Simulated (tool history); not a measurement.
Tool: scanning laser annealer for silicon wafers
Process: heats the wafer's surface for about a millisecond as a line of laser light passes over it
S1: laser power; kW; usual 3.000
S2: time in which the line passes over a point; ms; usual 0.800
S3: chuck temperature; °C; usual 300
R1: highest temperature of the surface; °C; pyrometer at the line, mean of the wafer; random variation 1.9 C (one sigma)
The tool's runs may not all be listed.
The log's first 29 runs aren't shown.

run   hour     S1     S2   S3    R1
 30  212.7  3.000  0.800  317  1091
 31  220.4  3.131  0.799  334  1139
 32  224.6  3.131  0.799  334  1138
 33  229.7  3.140  0.800  332  1142
 34  237.8  3.114  0.833  305  1123
 35  244.7  3.114  0.833  305  1120
 36  250.4  3.114  0.652  305  1025
 37  258.9  3.114  0.652  305  1020
 38  265.0  2.735  0.652  338   969
 39  269.8  2.735  0.652  338   970
 40  273.8  2.888  0.652  338  1006
 41  281.6  2.823  0.589  273   891

4 ways to go on from here, each from the tool as it stands after run 41. What would each give?
  A  286.5  2.823  0.924  276   ?
  B  286.5  2.920  0.875  273   ?
  C  286.5  2.850  0.604  278   ?
  D  286.5  2.999  0.797  300   ?

run    R1
  A  1055
  B  1060
  C   911
  D  1068
Without the tool's hidden state the same runs would have given:
run    R1
  A  1098
  B  1103
  C   945
  D  1111
